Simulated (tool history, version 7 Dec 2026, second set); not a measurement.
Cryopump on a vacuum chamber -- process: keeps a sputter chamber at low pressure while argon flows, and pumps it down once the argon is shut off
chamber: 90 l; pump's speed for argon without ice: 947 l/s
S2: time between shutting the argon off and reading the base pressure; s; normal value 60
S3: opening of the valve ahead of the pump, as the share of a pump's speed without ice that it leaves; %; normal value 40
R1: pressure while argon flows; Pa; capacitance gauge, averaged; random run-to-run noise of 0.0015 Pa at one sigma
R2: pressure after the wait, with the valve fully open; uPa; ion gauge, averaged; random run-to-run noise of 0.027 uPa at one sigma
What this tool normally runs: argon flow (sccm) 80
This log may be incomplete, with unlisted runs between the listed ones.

{"run": 1, "hour": 0.0, "argon flow (sccm)": 80, "S2": 60, "S3": 40, "R1": 0.3631, "R2": 1.39}
{"run": 2, "hour": 22.2, "argon flow (sccm)": 80, "S2": 60, "S3": 40, "R1": 0.3614, "R2": 1.36}
{"run": 3, "hour": 44.8, "argon flow (sccm)": 80, "S2": 60, "S3": 40, "R1": 0.3629, "R2": 1.39}
{"run": 4, "hour": 68.2, "argon flow (sccm)": 80, "S2": 60, "S3": 43, "R1": 0.337, "R2": 1.36}
{"run": 5, "hour": 89.3, "argon flow (sccm)": 80, "S2": 60, "S3": 43, "R1": 0.3359, "R2": 1.34}
{"run": 6, "hour": 112.7, "argon flow (sccm)": 80, "S2": 60, "S3": 43, "R1": 0.3374, "R2": 1.38}
{"run": 7, "hour": 130.2, "argon flow (sccm)": 80, "S2": 60, "S3": 43, "R1": 0.3369, "R2": 1.41}
{"run": 8, "hour": 145.5, "argon flow (sccm)": 51, "S2": 60, "S3": 40, "R1": 0.2328, "R2": 1.41}
{"run": 9, "hour": 158.3, "argon flow (sccm)": 51, "S2": 60, "S3": 40, "R1": 0.23, "R2": 1.43}
{"run": 10, "hour": 173.9, "argon flow (sccm)": 80, "S2": 60, "S3": 23, "R1": 0.6287, "R2": 1.39}
{"run": 11, "hour": 185.1, "argon flow (sccm)": 80, "S2": 60, "S3": 23, "R1": 0.6216, "R2": 1.37}
{"run": 12, "hour": 198.8, "argon flow (sccm)": 80, "S2": 60, "S3": 23, "R1": 0.6258, "R2": 1.41}
{"run": 13, "hour": 220.3, "argon flow (sccm)": 80, "S2": 60, "S3": 23, "R1": 0.6251, "R2": 1.43}
{"run": 14, "hour": 236.1, "argon flow (sccm)": 80, "S2": 60, "S3": 23, "R1": 0.6263, "R2": 1.39}
{"run": 15, "hour": 251.6, "argon flow (sccm)": 80, "S2": 60, "S3": 40, "R1": 0.368, "R2": 1.4}
{"run": 16, "hour": 268.0, "argon flow (sccm)": 80, "S2": 96, "S3": 40, "R1": 0.3614, "R2": 1.09}
{"run": 17, "hour": 283.9, "argon flow (sccm)": 80, "S2": 96, "S3": 40, "R1": 0.365, "R2": 1.09}
{"run": 18, "hour": 307.4, "argon flow (sccm)": 48, "S2": 41, "S3": 40, "R1": 0.2195, "R2": 1.88}
{"run": 19, "hour": 329.8, "argon flow (sccm)": 48, "S2": 41, "S3": 40, "R1": 0.218, "R2": 1.88}
{"run": 20, "hour": 351.6, "argon flow (sccm)": 48, "S2": 41, "S3": 40, "R1": 0.218, "R2": 1.77}
{"run": 21, "hour": 370.0, "argon flow (sccm)": 53, "S2": 60, "S3": 40, "R1": 0.2408, "R2": 1.45}
{"run": 22, "hour": 384.0, "argon flow (sccm)": 116, "S2": 285, "S3": 47, "R1": 0.4527, "R2": 0.67}
{"run": 23, "hour": 400.7, "argon flow (sccm)": 80, "S2": 76, "S3": 30, "R1": 0.4838, "R2": 1.21}
{"run": 24, "hour": 421.1, "argon flow (sccm)": 80, "S2": 260, "S3": 40, "R1": 0.3644, "R2": 0.74}
{"run": 25, "hour": 445.4, "argon flow (sccm)": 80, "S2": 260, "S3": 40, "R1": 0.3668, "R2": 0.72}
{"run": 26, "hour": 462.8, "argon flow (sccm)": 80, "S2": 54, "S3": 58, "R1": 0.255, "R2": 1.5}
{"run": 27, "hour": 485.8, "argon flow (sccm)": 80, "S2": 54, "S3": 58, "R1": 0.2578, "R2": 1.59}
{"run": 28, "hour": 499.6, "argon flow (sccm)": 80, "S2": 55, "S3": 28, "R1": 0.5207, "R2": 1.53}
{"run": 29, "hour": 516.1, "argon flow (sccm)": 80, "S2": 56, "S3": 40, "R1": 0.3672, "R2": 1.51}
{"run": 30, "hour": 538.3, "argon flow (sccm)": 80, "S2": 207, "S3": 26, "R1": 0.5603, "R2": 0.78}
{"run": 31, "hour": 562.4, "argon flow (sccm)": 80, "S2": 207, "S3": 26, "R1": 0.5622, "R2": 0.8}

Run 32, settings as shown, results not yet in. Your forecast:
{"run": 32, "hour": 582.7, "argon flow (sccm)": 51, "S2": 60, "S3": 23, "R1": "?", "R2": "?"}

R1: 0.4030 Pa
R2: 1.46 uPa
Without the tool's hidden state the same run would have given R1 0.3957 Pa, R2 1.23 uPa.
